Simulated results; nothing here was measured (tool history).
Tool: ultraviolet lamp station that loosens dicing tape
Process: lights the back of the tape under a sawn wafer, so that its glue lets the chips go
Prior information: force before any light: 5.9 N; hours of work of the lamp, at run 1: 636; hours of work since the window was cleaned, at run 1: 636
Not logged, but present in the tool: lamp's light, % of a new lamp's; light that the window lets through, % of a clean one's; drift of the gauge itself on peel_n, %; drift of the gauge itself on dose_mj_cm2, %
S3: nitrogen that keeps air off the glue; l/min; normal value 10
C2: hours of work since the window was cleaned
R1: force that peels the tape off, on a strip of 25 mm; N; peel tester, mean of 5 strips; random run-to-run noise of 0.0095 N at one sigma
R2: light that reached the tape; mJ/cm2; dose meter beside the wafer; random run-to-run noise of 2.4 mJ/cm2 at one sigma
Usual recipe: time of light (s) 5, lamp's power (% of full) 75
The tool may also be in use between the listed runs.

run 1 day=0 | time_of_light_(s)=5 lamp's_power_(%_of_full)=75 S3=10 | hours_of_work_of_the_lamp=636 C2=636 | R1=0.409 R2=283
run 2 day=1.675 | time_of_light_(s)=5 lamp's_power_(%_of_full)=69 S3=10 | hours_of_work_of_the_lamp=664 C2=664 | R1=0.467 R2=262
-- day=2.479 lamp changed
run 3 day=3.242 | time_of_light_(s)=5 lamp's_power_(%_of_full)=75 S3=4 | hours_of_work_of_the_lamp=13 C2=690 | R1=0.838 R2=281
-- day=3.425 window cleaned of glue's vapour
run 4 day=4.571 | time_of_light_(s)=5 lamp's_power_(%_of_full)=75 S3=4 | hours_of_work_of_the_lamp=35 C2=19 | R1=0.878 R2=282
run 5 day=6.125 | time_of_light_(s)=5 lamp's_power_(%_of_full)=75 S3=4 | hours_of_work_of_the_lamp=61 C2=46 | R1=0.857 R2=281
run 6 day=8.008 | time_of_light_(s)=5 lamp's_power_(%_of_full)=75 S3=4 | hours_of_work_of_the_lamp=93 C2=78 | R1=0.862 R2=280
run 7 day=8.879 | time_of_light_(s)=5 lamp's_power_(%_of_full)=75 S3=4 | hours_of_work_of_the_lamp=108 C2=92 | R1=0.886 R2=286
run 8 day=10.75 | time_of_light_(s)=5 lamp's_power_(%_of_full)=75 S3=4 | hours_of_work_of_the_lamp=139 C2=124 | R1=0.88 R2=286
run 9 day=12.617 | time_of_light_(s)=5 lamp's_power_(%_of_full)=75 S3=4 | hours_of_work_of_the_lamp=171 C2=155 | R1=0.849 R2=284
run 10 day=14.196 | time_of_light_(s)=5 lamp's_power_(%_of_full)=75 S3=4 | hours_of_work_of_the_lamp=198 C2=182 | R1=0.85 R2=281
run 11 day=15.792 | time_of_light_(s)=5 lamp's_power_(%_of_full)=75 S3=5 | hours_of_work_of_the_lamp=225 C2=209 | R1=0.737 R2=282
run 12 day=17.404 | time_of_light_(s)=5 lamp's_power_(%_of_full)=75 S3=9 | hours_of_work_of_the_lamp=252 C2=236 | R1=0.465 R2=282
run 13 day=18.779 | time_of_light_(s)=5 lamp's_power_(%_of_full)=75 S3=9 | hours_of_work_of_the_lamp=275 C2=260 | R1=0.456 R2=285
run 14 day=20.183 | time_of_light_(s)=5 lamp's_power_(%_of_full)=75 S3=9 | hours_of_work_of_the_lamp=299 C2=283 | R1=0.456 R2=282
run 15 day=22.079 | time_of_light_(s)=5 lamp's_power_(%_of_full)=75 S3=9 | hours_of_work_of_the_lamp=331 C2=315 | R1=0.448 R2=281
run 16 day=24.083 | time_of_light_(s)=5 lamp's_power_(%_of_full)=75 S3=9 | hours_of_work_of_the_lamp=365 C2=349 | R1=0.466 R2=283
run 17 day=25.271 | time_of_light_(s)=5 lamp's_power_(%_of_full)=75 S3=9 | hours_of_work_of_the_lamp=385 C2=369 | R1=0.436 R2=283
run 18 day=26.567 | time_of_light_(s)=5 lamp's_power_(%_of_full)=75 S3=9 | hours_of_work_of_the_lamp=407 C2=391 | R1=0.441 R2=280
run 19 day=27.454 | time_of_light_(s)=2 lamp's_power_(%_of_full)=75 S3=10 | hours_of_work_of_the_lamp=422 C2=406 | R1=1.921 R2=112
run 20 day=28.704 | time_of_light_(s)=5 lamp's_power_(%_of_full)=75 S3=10 | hours_of_work_of_the_lamp=443 C2=427 | R1=0.406 R2=281
run 21 day=30.317 | time_of_light_(s)=2 lamp's_power_(%_of_full)=65 S3=4 | hours_of_work_of_the_lamp=470 C2=455 | R1=2.96 R2=97
run 22 day=31.612 | time_of_light_(s)=2 lamp's_power_(%_of_full)=65 S3=4 | hours_of_work_of_the_lamp=492 C2=477 | R1=2.91 R2=99
run 23 day=32.633 | time_of_light_(s)=5 lamp's_power_(%_of_full)=81 S3=4 | hours_of_work_of_the_lamp=510 C2=494 | R1=0.747 R2=301
run 24 day=34.4 | time_of_light_(s)=6 lamp's_power_(%_of_full)=100 S3=9 | hours_of_work_of_the_lamp=539 C2=524 | R1=0.171 R2=445
run 25 day=36.412 | time_of_light_(s)=6 lamp's_power_(%_of_full)=100 S3=9 | hours_of_work_of_the_lamp=573 C2=558 | R1=0.183 R2=448
run 26 day=37.667 | time_of_light_(s)=6 lamp's_power_(%_of_full)=100 S3=9 | hours_of_work_of_the_lamp=595 C2=579 | R1=0.173 R2=450
run 27 day=38.988 | time_of_light_(s)=5 lamp's_power_(%_of_full)=64 S3=8 | hours_of_work_of_the_lamp=617 C2=601 | R1=0.683 R2=243
run 28 day=40.717 | time_of_light_(s)=5 lamp's_power_(%_of_full)=71 S3=8 | hours_of_work_of_the_lamp=646 C2=631 | R1=0.565 R2=265
-- day=42.517 lamp changed
run 29 day=42.55 | time_of_light_(s)=5 lamp's_power_(%_of_full)=87 S3=9 | hours_of_work_of_the_lamp=1 C2=661 | R1=0.327 R2=324
run 30 day=43.729 | time_of_light_(s)=5 lamp's_power_(%_of_full)=94 S3=19 | hours_of_work_of_the_lamp=21 C2=681 | R1=0.169 R2=357
-- day=44.329 window cleaned of glue's vapour
run 31 day=45.208 | time_of_light_(s)=5 lamp's_power_(%_of_full)=92 S3=19 | hours_of_work_of_the_lamp=45 C2=15 | R1=0.182 R2=345
run 32 day=46.217 | time_of_light_(s)=5 lamp's_power_(%_of_full)=92 S3=19 | hours_of_work_of_the_lamp=62 C2=32 | R1=0.174 R2=348
run 33 day=47.438 | time_of_light_(s)=5 lamp's_power_(%_of_full)=80 S3=6 | hours_of_work_of_the_lamp=83 C2=53 | R1=0.56 R2=303
run 34 day=48.408 | time_of_light_(s)=8 lamp's_power_(%_of_full)=85 S3=8 | hours_of_work_of_the_lamp=99 C2=69 | R1=0.159 R2=515
run 35 day=50.417 | time_of_light_(s)=6 lamp's_power_(%_of_full)=80 S3=19 | hours_of_work_of_the_lamp=133 C2=103 | R1=0.173 R2=359
run 36 day=51.988 | time_of_light_(s)=3 lamp's_power_(%_of_full)=87 S3=15 | hours_of_work_of_the_lamp=160 C2=130 | R1=0.647 R2=194
run 37 day=53.421 | time_of_light_(s)=9 lamp's_power_(%_of_full)=65 S3=4 | hours_of_work_of_the_lamp=184 C2=154 | R1=0.353 R2=441
run 38 day=54.304 | time_of_light_(s)=9 lamp's_power_(%_of_full)=65 S3=4 | hours_of_work_of_the_lamp=199 C2=169 | R1=0.342 R2=436
run 39 day=55.912 | time_of_light_(s)=9 lamp's_power_(%_of_full)=65 S3=4 | hours_of_work_of_the_lamp=226 C2=196 | R1=0.361 R2=446

Each row is a separate what-if for the run after 39, all from the same tool condition, not one after another. Results?
run A day=57.262 | time_of_light_(s)=3 lamp's_power_(%_of_full)=73 S3=4 | hours_of_work_of_the_lamp=249 C2=219 | R1=? R2=?
run B day=57.262 | time_of_light_(s)=6 lamp's_power_(%_of_full)=84 S3=16 | hours_of_work_of_the_lamp=249 C2=219 | R1=? R2=?
run C day=57.262 | time_of_light_(s)=10 lamp's_power_(%_of_full)=62 S3=8 | hours_of_work_of_the_lamp=249 C2=219 | R1=? R2=?

run=A R1=1.829 R2=165
run=B R1=0.168 R2=384
run=C R1=0.159 R2=466
Without the tool's hidden state the same runs would have given:
run=A R1=1.826 R2=166
run=B R1=0.168 R2=385
run=C R1=0.158 R2=467

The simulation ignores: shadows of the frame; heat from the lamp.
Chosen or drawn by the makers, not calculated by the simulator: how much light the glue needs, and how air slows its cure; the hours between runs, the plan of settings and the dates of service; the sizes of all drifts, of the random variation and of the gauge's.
